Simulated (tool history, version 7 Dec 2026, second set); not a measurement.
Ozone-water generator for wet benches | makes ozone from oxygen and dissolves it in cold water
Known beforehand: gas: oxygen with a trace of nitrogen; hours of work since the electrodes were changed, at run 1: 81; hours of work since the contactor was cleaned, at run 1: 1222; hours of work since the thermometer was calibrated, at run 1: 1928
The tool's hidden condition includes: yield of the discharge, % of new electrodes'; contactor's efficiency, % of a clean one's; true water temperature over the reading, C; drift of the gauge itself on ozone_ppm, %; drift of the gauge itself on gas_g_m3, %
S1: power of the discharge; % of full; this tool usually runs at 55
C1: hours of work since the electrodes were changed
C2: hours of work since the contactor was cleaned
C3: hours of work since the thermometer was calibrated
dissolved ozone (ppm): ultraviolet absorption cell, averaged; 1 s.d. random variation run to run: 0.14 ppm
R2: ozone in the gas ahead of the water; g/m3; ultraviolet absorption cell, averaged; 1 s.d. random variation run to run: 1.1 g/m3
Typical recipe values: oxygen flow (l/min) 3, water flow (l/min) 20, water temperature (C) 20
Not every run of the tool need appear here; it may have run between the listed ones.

run 1 hour=0 | S1=55 oxygen_flow_(l/min)=3 water_flow_(l/min)=20 water_temperature_(C)=20 | C1=81 C2=1222 C3=1928 | dissolved_ozone_(ppm)=16.3 R2=195.5
run 2 hour=58.2 | S1=55 oxygen_flow_(l/min)=3 water_flow_(l/min)=20 water_temperature_(C)=20 | C1=123 C2=1264 C3=1970 | dissolved_ozone_(ppm)=16 R2=195.7
run 3 hour=111.4 | S1=55 oxygen_flow_(l/min)=3 water_flow_(l/min)=20 water_temperature_(C)=20 | C1=162 C2=1303 C3=2009 | dissolved_ozone_(ppm)=16 R2=196.1
run 4 hour=153.8 | S1=55 oxygen_flow_(l/min)=3 water_flow_(l/min)=20 water_temperature_(C)=20 | C1=193 C2=1335 C3=2040 | dissolved_ozone_(ppm)=16.2 R2=196
run 5 hour=207 | S1=62 oxygen_flow_(l/min)=3 water_flow_(l/min)=20 water_temperature_(C)=20 | C1=232 C2=1373 C3=2079 | dissolved_ozone_(ppm)=17.7 R2=214.3
run 6 hour=261.8 | S1=62 oxygen_flow_(l/min)=3 water_flow_(l/min)=20 water_temperature_(C)=20 | C1=273 C2=1414 C3=2119 | dissolved_ozone_(ppm)=17.8 R2=214.1
run 7 hour=341.5 | S1=62 oxygen_flow_(l/min)=3 water_flow_(l/min)=20 water_temperature_(C)=20 | C1=331 C2=1472 C3=2178 | dissolved_ozone_(ppm)=17.8 R2=214.3
run 8 hour=414.8 | S1=55 oxygen_flow_(l/min)=2.17 water_flow_(l/min)=20 water_temperature_(C)=20 | C1=385 C2=1526 C3=2231 | dissolved_ozone_(ppm)=16 R2=240.4
run 9 hour=456.6 | S1=55 oxygen_flow_(l/min)=2.17 water_flow_(l/min)=20 water_temperature_(C)=20 | C1=415 C2=1556 C3=2262 | dissolved_ozone_(ppm)=15.9 R2=241
run 10 hour=528.2 | S1=55 oxygen_flow_(l/min)=2.17 water_flow_(l/min)=20 water_temperature_(C)=20 | C1=468 C2=1609 C3=2314 | dissolved_ozone_(ppm)=16.1 R2=240.1
run 11 hour=605 | S1=68 oxygen_flow_(l/min)=3 water_flow_(l/min)=20 water_temperature_(C)=20 | C1=524 C2=1665 C3=2371 | dissolved_ozone_(ppm)=19.5 R2=231.3
run 12 hour=664.1 | S1=68 oxygen_flow_(l/min)=3 water_flow_(l/min)=20 water_temperature_(C)=20 | C1=567 C2=1708 C3=2414 | dissolved_ozone_(ppm)=19.3 R2=229.6
run 13 hour=708.7 | S1=55 oxygen_flow_(l/min)=3 water_flow_(l/min)=20 water_temperature_(C)=20 | C1=600 C2=1741 C3=2447 | dissolved_ozone_(ppm)=16.2 R2=190.6
run 14 hour=766.1 | S1=55 oxygen_flow_(l/min)=3 water_flow_(l/min)=20 water_temperature_(C)=20 | C1=642 C2=1783 C3=2489 | dissolved_ozone_(ppm)=16 R2=192.8
run 15 hour=817.3 | S1=55 oxygen_flow_(l/min)=3 water_flow_(l/min)=20 water_temperature_(C)=20 | C1=679 C2=1820 C3=2526 | dissolved_ozone_(ppm)=16.2 R2=192.2
run 16 hour=856.2 | S1=55 oxygen_flow_(l/min)=3 water_flow_(l/min)=20 water_temperature_(C)=20 | C1=708 C2=1849 C3=2555 | dissolved_ozone_(ppm)=16.1 R2=193
run 17 hour=910.5 | S1=55 oxygen_flow_(l/min)=3.28 water_flow_(l/min)=20 water_temperature_(C)=20 | C1=748 C2=1889 C3=2594 | dissolved_ozone_(ppm)=16.1 R2=179.4
run 18 hour=966.6 | S1=91 oxygen_flow_(l/min)=2.43 water_flow_(l/min)=21 water_temperature_(C)=20 | C1=789 C2=1930 C3=2635 | dissolved_ozone_(ppm)=23.6 R2=336.3
run 19 hour=1008.6 | S1=44 oxygen_flow_(l/min)=4.28 water_flow_(l/min)=20 water_temperature_(C)=26 | C1=819 C2=1961 C3=2666 | dissolved_ozone_(ppm)=11.9 R2=125.5
-- hour=1080.6 gauge calibrated
run 20 hour=1088.2 | S1=44 oxygen_flow_(l/min)=4.28 water_flow_(l/min)=20 water_temperature_(C)=26 | C1=878 C2=2019 C3=2725 | dissolved_ozone_(ppm)=12.3 R2=128

What does the tool deliver on the next run?
run 21 hour=1169.7 | S1=44 oxygen_flow_(l/min)=2.36 water_flow_(l/min)=17 water_temperature_(C)=12 | C1=937 C2=2079 C3=2784 | dissolved_ozone_(ppm)=? R2=?

dissolved ozone (ppm): 16.4
R2: 189.9 g/m3
With no hidden state in the tool, this same run would have given dissolved ozone (ppm) 16.4, R2 190.4 g/m3.

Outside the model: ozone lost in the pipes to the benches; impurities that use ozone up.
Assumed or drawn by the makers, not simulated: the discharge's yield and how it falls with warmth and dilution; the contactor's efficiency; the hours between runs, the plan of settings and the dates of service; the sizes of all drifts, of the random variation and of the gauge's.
